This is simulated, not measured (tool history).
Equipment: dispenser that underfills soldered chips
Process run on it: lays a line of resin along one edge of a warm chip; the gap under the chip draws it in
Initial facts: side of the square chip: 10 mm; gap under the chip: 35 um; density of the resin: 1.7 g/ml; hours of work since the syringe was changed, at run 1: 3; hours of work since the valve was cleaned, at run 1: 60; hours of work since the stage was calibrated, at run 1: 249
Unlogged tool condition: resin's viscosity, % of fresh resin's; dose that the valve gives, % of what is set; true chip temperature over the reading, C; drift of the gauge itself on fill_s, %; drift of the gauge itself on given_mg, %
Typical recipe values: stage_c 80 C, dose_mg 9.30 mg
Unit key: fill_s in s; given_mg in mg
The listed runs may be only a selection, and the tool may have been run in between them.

| run | hour | stage_c | dose_mg | hours of work since the syringe was changed | hours of work since the valve was cleaned | hours of work since the stage was calibrated | fill_s | given_mg |
|---|---|---|---|---|---|---|---|---|
| 1 | 0.0 | 80 | 9.30 | 3 | 60 | 249 | 148.3 | 9.14 |
|  | 6.5 | new syringe of resin |
| 2 | 9.3 | 77 | 9.30 | 2 | 66 | 255 | 157.5 | 9.12 |
| 3 | 16.9 | 80 | 9.30 | 7 | 71 | 260 | 171.9 | 9.05 |
|  | 18.1 | new syringe of resin |
| 4 | 22.9 | 80 | 9.30 | 3 | 74 | 264 | 146.1 | 9.09 |
|  | 29.3 | new syringe of resin |
| 5 | 35.4 | 68 | 9.30 | 4 | 82 | 272 | 248.1 | 9.07 |
|  | 40.8 | new syringe of resin |
| 6 | 40.9 | 68 | 9.30 | 0 | 85 | 275 | 211.1 | 9.06 |
|  | 51.7 | new syringe of resin |
| 7 | 53.7 | 80 | 9.30 | 1 | 94 | 283 | 139.5 | 9.01 |
| 8 | 59.7 | 80 | 9.30 | 5 | 97 | 287 | 158.7 | 8.98 |
|  | 62.7 | new syringe of resin |
|  | 71.3 | dispensing valve cleaned and set on the balance |
| 9 | 73.5 | 80 | 9.30 | 6 | 1 | 295 | 163.7 | 9.30 |
|  | 75.0 | new syringe of resin |
|  | 86.2 | new syringe of resin |
| 10 | 86.2 | 80 | 9.30 | 0 | 9 | 303 | 129.8 | 9.26 |
|  | 97.3 | new syringe of resin |
| 11 | 97.3 | 80 | 9.30 | 0 | 16 | 310 | 129.8 | 9.22 |
| 12 | 107.5 | 80 | 9.30 | 7 | 23 | 317 | 170.7 | 9.18 |
|  | 108.4 | new syringe of resin |
| 13 | 115.3 | 80 | 10.04 | 4 | 28 | 321 | 154.5 | 9.89 |
|  | 120.2 | new syringe of resin |
| 14 | 122.2 | 80 | 10.04 | 1 | 32 | 326 | 134.3 | 9.92 |
|  | 131.5 | new syringe of resin |
| 15 | 133.2 | 93 | 9.30 | 1 | 39 | 333 | 83.7 | 9.15 |
| 16 | 139.3 | 93 | 9.30 | 5 | 43 | 337 | 98.0 | 9.15 |
|  | 143.0 | new syringe of resin |
| 17 | 149.6 | 93 | 8.43 | 4 | 49 | 343 | 95.3 | 8.24 |
|  | 154.8 | new syringe of resin |
| 18 | 157.1 | 85 | 10.96 | 1 | 54 | 348 | 115.3 | 10.71 |
|  | 166.1 | new syringe of resin |
| 19 | 168.5 | 94 | 10.67 | 2 | 61 | 355 | 79.6 | 10.41 |
| 20 | 175.7 | 90 | 9.25 | 6 | 66 | 360 | 114.9 | 9.01 |
|  | 177.1 | new syringe of resin |
| 21 | 186.2 | 78 | 8.94 | 6 | 72 | 366 | 182.7 | 8.66 |
|  | 188.1 | new syringe of resin |
| 22 | 194.1 | 78 | 8.94 | 4 | 77 | 371 | 169.7 | 8.65 |
|  | 199.6 | new syringe of resin |
| 23 | 203.5 | 69 | 8.42 | 3 | 83 | 377 | 230.1 | 8.13 |
|  | 211.3 | new syringe of resin |
| 24 | 215.8 | 69 | 8.42 | 3 | 91 | 385 | 238.0 | 8.12 |
| 25 | 221.6 | 71 | 9.05 | 7 | 95 | 389 | 251.7 | 8.77 |
|  | 222.9 | new syringe of resin |
| 26 | 229.7 | 77 | 9.76 | 4 | 100 | 394 | 174.0 | 9.40 |
|  | 233.9 | new syringe of resin |
|  | 236.9 | dispensing valve cleaned and set on the balance |
| 27 | 243.3 | 78 | 8.23 | 5 | 4 | 402 | 182.9 | 8.21 |
|  | 246.4 | new syringe of resin |
| 28 | 252.9 | 78 | 8.23 | 4 | 10 | 408 | 174.3 | 8.21 |
|  | 258.0 | new syringe of resin |
| 29 | 263.3 | 91 | 11.07 | 3 | 17 | 414 | 95.7 | 11.02 |
|  | 269.6 | new syringe of resin |
| 30 | 273.2 | 86 | 9.32 | 2 | 23 | 420 | 114.0 | 9.27 |
|  | 281.2 | new syringe of resin |
| 31 | 281.2 | 90 | 9.25 | 0 | 28 | 425 | 88.8 | 9.15 |
| 32 | 291.6 | 75 | 10.54 | 7 | 35 | 432 | 207.3 | 10.42 |
|  | 292.8 | new syringe of resin |
|  | 297.5 | stage's temperature calibrated |
| 33 | 299.4 | 70 | 11.29 | 4 | 39 | 1 | 219.0 | 11.09 |
|  | 305.0 | new syringe of resin |
| 34 | 307.3 | 70 | 11.29 | 1 | 44 | 6 | 200.9 | 11.06 |

Describe how what the log doesn't record of the tool's condition differs between the last listed run preceding each entry between runs and the first listed run following it.
From run 1 to run 2: new syringe of resin (hour 6.5)
  resin's viscosity, % of fresh resin's: 113.9 -> 107.4; dose that the valve gives, % of what is set: 98.11 -> 97.91; true chip temperature over the reading, C: -0.86 -> -0.88
  measured result minus the result with no hidden state, fill_s: +22.8 -> +16.3 s; given_mg: -0.18 -> -0.20 mg
From run 3 to run 4: new syringe of resin (hour 18.1)
  resin's viscosity, % of fresh resin's: 131.7 -> 113.7; dose that the valve gives, % of what is set: 97.72 -> 97.6; true chip temperature over the reading, C: -0.89 -> -0.9
  measured result minus the result with no hidden state, fill_s: +46.4 -> +22.5 s; given_mg: -0.22 -> -0.22 mg
From run 4 to run 5: new syringe of resin (hour 29.3)
  resin's viscosity, % of fresh resin's: 113.7 -> 117.2; dose that the valve gives, % of what is set: 97.6 -> 97.31; true chip temperature over the reading, C: -0.9 -> -0.92
  measured result minus the result with no hidden state, fill_s: +22.5 -> +45.4 s; given_mg: -0.22 -> -0.25 mg
From run 5 to run 6: new syringe of resin (hour 40.8)
  resin's viscosity, % of fresh resin's: 117.2 -> 98.7; dose that the valve gives, % of what is set: 97.31 -> 97.18; true chip temperature over the reading, C: -0.92 -> -0.93
  measured result minus the result with no hidden state, fill_s: +45.4 -> +6.2 s; given_mg: -0.25 -> -0.26 mg
From run 6 to run 7: new syringe of resin (hour 51.7)
  resin's viscosity, % of fresh resin's: 98.7 -> 105.4; dose that the valve gives, % of what is set: 97.18 -> 96.9; true chip temperature over the reading, C: -0.93 -> -0.95
  measured result minus the result with no hidden state, fill_s: +6.2 -> +12.7 s; given_mg: -0.26 -> -0.29 mg
From run 8 to run 9: new syringe of resin (hour 62.7); dispensing valve cleaned and set on the balance (hour 71.3)
  resin's viscosity, % of fresh resin's: 123.9 -> 127.5; dose that the valve gives, % of what is set: 96.77 -> 99.78; true chip temperature over the reading, C: -0.96 -> -0.98
  measured result minus the result with no hidden state, fill_s: +36.1 -> +40.2 s; given_mg: -0.31 -> -0.02 mg
From run 9 to run 10: new syringe of resin (hour 75.0); new syringe of resin (hour 86.2)
  resin's viscosity, % of fresh resin's: 127.5 -> 100.3; dose that the valve gives, % of what is set: 99.78 -> 99.51; true chip temperature over the reading, C: -0.98 -> -1
  measured result minus the result with no hidden state, fill_s: +40.2 -> +5.5 s; given_mg: -0.02 -> -0.04 mg
From run 10 to run 11: new syringe of resin (hour 97.3)
  resin's viscosity, % of fresh resin's: 100.3 -> 100.5; dose that the valve gives, % of what is set: 99.51 -> 99.26; true chip temperature over the reading, C: -1 -> -1.02
  measured result minus the result with no hidden state, fill_s: +5.5 -> +5.9 s; given_mg: -0.04 -> -0.07 mg
From run 12 to run 13: new syringe of resin (hour 108.4)
  resin's viscosity, % of fresh resin's: 132.2 -> 120.1; dose that the valve gives, % of what is set: 99.03 -> 98.85; true chip temperature over the reading, C: -1.03 -> -1.05
  measured result minus the result with no hidden state, fill_s: +47.0 -> +31.4 s; given_mg: -0.09 -> -0.12 mg
From run 13 to run 14: new syringe of resin (hour 120.2)
  resin's viscosity, % of fresh resin's: 120.1 -> 105.3; dose that the valve gives, % of what is set: 98.85 -> 98.7; true chip temperature over the reading, C: -1.05 -> -1.06
  measured result minus the result with no hidden state, fill_s: +31.4 -> +12.2 s; given_mg: -0.12 -> -0.13 mg
From run 14 to run 15: new syringe of resin (hour 131.5)
  resin's viscosity, % of fresh resin's: 105.3 -> 105; dose that the valve gives, % of what is set: 98.7 -> 98.44; true chip temperature over the reading, C: -1.06 -> -1.08
  measured result minus the result with no hidden state, fill_s: +12.2 -> +7.2 s; given_mg: -0.13 -> -0.15 mg
From run 16 to run 17: new syringe of resin (hour 143.0)
  resin's viscosity, % of fresh resin's: 123.7 -> 118.9; dose that the valve gives, % of what is set: 98.29 -> 98.07; true chip temperature over the reading, C: -1.09 -> -1.1
  measured result minus the result with no hidden state, fill_s: +22.2 -> +18.7 s; given_mg: -0.16 -> -0.16 mg
From run 17 to run 18: new syringe of resin (hour 154.8)
  resin's viscosity, % of fresh resin's: 118.9 -> 106.7; dose that the valve gives, % of what is set: 98.07 -> 97.88; true chip temperature over the reading, C: -1.1 -> -1.11
  measured result minus the result with no hidden state, fill_s: +18.7 -> +11.9 s; given_mg: -0.16 -> -0.23 mg
From run 18 to run 19: new syringe of resin (hour 166.1)
  resin's viscosity, % of fresh resin's: 106.7 -> 106; dose that the valve gives, % of what is set: 97.88 -> 97.6; true chip temperature over the reading, C: -1.11 -> -1.13
  measured result minus the result with no hidden state, fill_s: +11.9 -> +7.7 s; given_mg: -0.23 -> -0.26 mg
From run 20 to run 21: new syringe of resin (hour 177.1)
  resin's viscosity, % of fresh resin's: 128.7 -> 128.6; dose that the valve gives, % of what is set: 97.43 -> 97.2; true chip temperature over the reading, C: -1.14 -> -1.16
  measured result minus the result with no hidden state, fill_s: +29.7 -> +47.7 s; given_mg: -0.24 -> -0.25 mg
From run 21 to run 22: new syringe of resin (hour 188.1)
  resin's viscosity, % of fresh resin's: 128.6 -> 119.7; dose that the valve gives, % of what is set: 97.2 -> 97; true chip temperature over the reading, C: -1.16 -> -1.17
  measured result minus the result with no hidden state, fill_s: +47.7 -> +35.2 s; given_mg: -0.25 -> -0.27 mg
From run 22 to run 23: new syringe of resin (hour 199.6)
  resin's viscosity, % of fresh resin's: 119.7 -> 110.5; dose that the valve gives, % of what is set: 97 -> 96.78; true chip temperature over the reading, C: -1.17 -> -1.19
  measured result minus the result with no hidden state, fill_s: +35.2 -> +33.6 s; given_mg: -0.27 -> -0.28 mg
From run 23 to run 24: new syringe of resin (hour 211.3)
  resin's viscosity, % of fresh resin's: 110.5 -> 112.9; dose that the valve gives, % of what is set: 96.78 -> 96.5; true chip temperature over the reading, C: -1.19 -> -1.21
  measured result minus the result with no hidden state, fill_s: +33.6 -> +39.4 s; given_mg: -0.28 -> -0.29 mg
From run 25 to run 26: new syringe of resin (hour 222.9)
  resin's viscosity, % of fresh resin's: 131.8 -> 119; dose that the valve gives, % of what is set: 96.37 -> 96.21; true chip temperature over the reading, C: -1.22 -> -1.23
  measured result minus the result with no hidden state, fill_s: +71.2 -> +35.6 s; given_mg: -0.33 -> -0.37 mg
From run 26 to run 27: new syringe of resin (hour 233.9); dispensing valve cleaned and set on the balance (hour 236.9)
  resin's viscosity, % of fresh resin's: 119 -> 126.8; dose that the valve gives, % of what is set: 96.21 -> 99.88; true chip temperature over the reading, C: -1.23 -> -1.25
  measured result minus the result with no hidden state, fill_s: +35.6 -> +45.7 s; given_mg: -0.37 -> -0.01 mg
From run 27 to run 28: new syringe of resin (hour 246.4)
  resin's viscosity, % of fresh resin's: 126.8 -> 119.2; dose that the valve gives, % of what is set: 99.88 -> 99.66; true chip temperature over the reading, C: -1.25 -> -1.27
  measured result minus the result with no hidden state, fill_s: +45.7 -> +35.5 s; given_mg: -0.01 -> -0.03 mg
From run 28 to run 29: new syringe of resin (hour 258.0)
  resin's viscosity, % of fresh resin's: 119.2 -> 114.4; dose that the valve gives, % of what is set: 99.66 -> 99.41; true chip temperature over the reading, C: -1.27 -> -1.28
  measured result minus the result with no hidden state, fill_s: +35.5 -> +16.0 s; given_mg: -0.03 -> -0.07 mg
From run 29 to run 30: new syringe of resin (hour 269.6)
  resin's viscosity, % of fresh resin's: 114.4 -> 109; dose that the valve gives, % of what is set: 99.41 -> 99.19; true chip temperature over the reading, C: -1.28 -> -1.3
  measured result minus the result with no hidden state, fill_s: +16.0 -> +14.7 s; given_mg: -0.07 -> -0.07 mg
From run 30 to run 31: new syringe of resin (hour 281.2)
  resin's viscosity, % of fresh resin's: 109 -> 99; dose that the valve gives, % of what is set: 99.19 -> 99; true chip temperature over the reading, C: -1.3 -> -1.31
  measured result minus the result with no hidden state, fill_s: +14.7 -> +3.5 s; given_mg: -0.07 -> -0.09 mg
From run 32 to run 33: new syringe of resin (hour 292.8); stage's temperature calibrated (hour 297.5)
  resin's viscosity, % of fresh resin's: 131 -> 116.4; dose that the valve gives, % of what is set: 98.76 -> 98.59; true chip temperature over the reading, C: -1.33 -> -0.27
  measured result minus the result with no hidden state, fill_s: +57.6 -> +33.2 s; given_mg: -0.13 -> -0.16 mg
From run 33 to run 34: new syringe of resin (hour 305.0)
  resin's viscosity, % of fresh resin's: 116.4 -> 107.2; dose that the valve gives, % of what is set: 98.59 -> 98.41; true chip temperature over the reading, C: -0.27 -> -0.28
  measured result minus the result with no hidden state, fill_s: +33.2 -> +15.9 s; given_mg: -0.16 -> -0.18 mg

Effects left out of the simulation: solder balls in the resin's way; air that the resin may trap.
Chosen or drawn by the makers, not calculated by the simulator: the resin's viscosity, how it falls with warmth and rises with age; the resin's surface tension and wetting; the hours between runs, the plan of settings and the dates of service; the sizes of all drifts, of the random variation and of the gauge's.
